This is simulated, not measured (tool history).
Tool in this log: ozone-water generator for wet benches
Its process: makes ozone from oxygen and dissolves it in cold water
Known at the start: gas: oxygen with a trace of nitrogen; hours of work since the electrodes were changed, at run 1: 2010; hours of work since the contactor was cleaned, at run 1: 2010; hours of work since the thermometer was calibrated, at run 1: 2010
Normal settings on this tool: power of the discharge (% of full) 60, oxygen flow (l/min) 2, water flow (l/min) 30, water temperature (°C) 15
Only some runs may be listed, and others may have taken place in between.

run	day	power of the discharge (% of full)	oxygen flow (l/min)	water flow (l/min)	water temperature (°C)	hours of work since the electrodes were changed	hours of work since the contactor was cleaned	hours of work since the thermometer was calibrated	dissolved ozone (ppm)	ozone in the gas ahead of the water (g/m3)
1	0	60	2	30	15	2010	2010	2010	6.7	168.5
2	1.858	60	1.18	30	15	2045	2045	2045	5.6	223
3	5.567	60	1.18	30	15	2115	2115	2115	5.5	221.4
4	8.479	60	1.18	30	15	2170	2170	2170	5.5	221.3
5	10.121	60	1.18	30	15	2201	2201	2201	5.6	221.4
6	11.692	60	2	30	15	2231	2231	2231	6.5	169.3
7	13.908	60	2.73	30	15	2273	2273	2273	7.1	144.7
8	17.371	60	2.73	30	15	2339	2339	2339	7.2	143.5
9	20.317	60	2	30	15	2394	2394	2394	6.5	168.1
10	22.125	60	2	30	15	2429	2429	2429	6.7	169.8
11	25.496	60	2	30	15	2492	2492	2492	6.7	168
12	29.288	60	2	30	13	2564	2564	2564	6.8	168.4
# day 33.129: water thermometer calibrated
13	33.129	60	2	30	13	2637	2637	0	6.6	168.4
# day 35.604: contactor cleaned
14	36.229	60	2	30	13	2692	12	56	6.8	169.4
15	39.121	60	2	30	13	2747	67	110	6.8	167.8
16	41.438	60	2	30	13	2791	110	154	6.7	168.6
17	43.15	60	2.08	30	15	2823	143	187	6.7	165.3
18	46.171	60	1.92	30	18	2881	200	244	6.4	173.1
19	48.871	60	1.92	30	18	2932	251	295	6.4	171.6
20	52.642	61	1.83	22	15	3003	323	366	9.4	180
21	55.846	60	1.79	30	9	3064	383	427	6.4	177.4
22	58.421	83	1.29	30	9	3113	432	476	7.8	284
23	61.646	83	1.29	30	9	3174	493	537	7.8	283.5
24	64.512	83	1.29	30	9	3228	548	591	7.8	282.2
25	66.296	82	1.29	30	9	3262	581	625	7.6	280.8
26	69.508	54	2	30	7	3322	642	686	6.2	153
27	71.238	54	2	30	7	3355	675	719	6.2	155.4
28	74.167	54	2	30	7	3411	730	774	6.2	155.6
29	77.483	54	2	30	7	3474	793	837	6.3	153.6
30	79.421	86	1.49	30	15	3510	830	874	8.5	268.4
31	82.25	86	1.49	30	15	3564	883	927	8.3	269.4
32	85.446	60	2	30	23	3624	944	988	6.3	169.2
33	87.429	60	1.22	33	15	3662	982	1025	4.9	217.5
34	89.546	60	1.71	37	15	3702	1022	1065	4.8	183.1

Here are 3 independent what-if runs from the current tool condition. What would each one return?
A	91.133	60	2.65	37	11	3732	1052	1095	?	?
B	91.133	63	2	30	15	3732	1052	1095	?	?
C	91.133	81	2.42	29	15	3732	1052	1095	?	?

run	dissolved ozone (ppm)	ozone in the gas ahead of the water (g/m3)
A	5.7	146.3
B	6.8	177.1
C	9.7	200.9
Had the tool no hidden state, the same runs would have come out as:
run	dissolved ozone (ppm)	ozone in the gas ahead of the water (g/m3)
A	5.7	146.6
B	6.8	177.5
C	9.8	201.4

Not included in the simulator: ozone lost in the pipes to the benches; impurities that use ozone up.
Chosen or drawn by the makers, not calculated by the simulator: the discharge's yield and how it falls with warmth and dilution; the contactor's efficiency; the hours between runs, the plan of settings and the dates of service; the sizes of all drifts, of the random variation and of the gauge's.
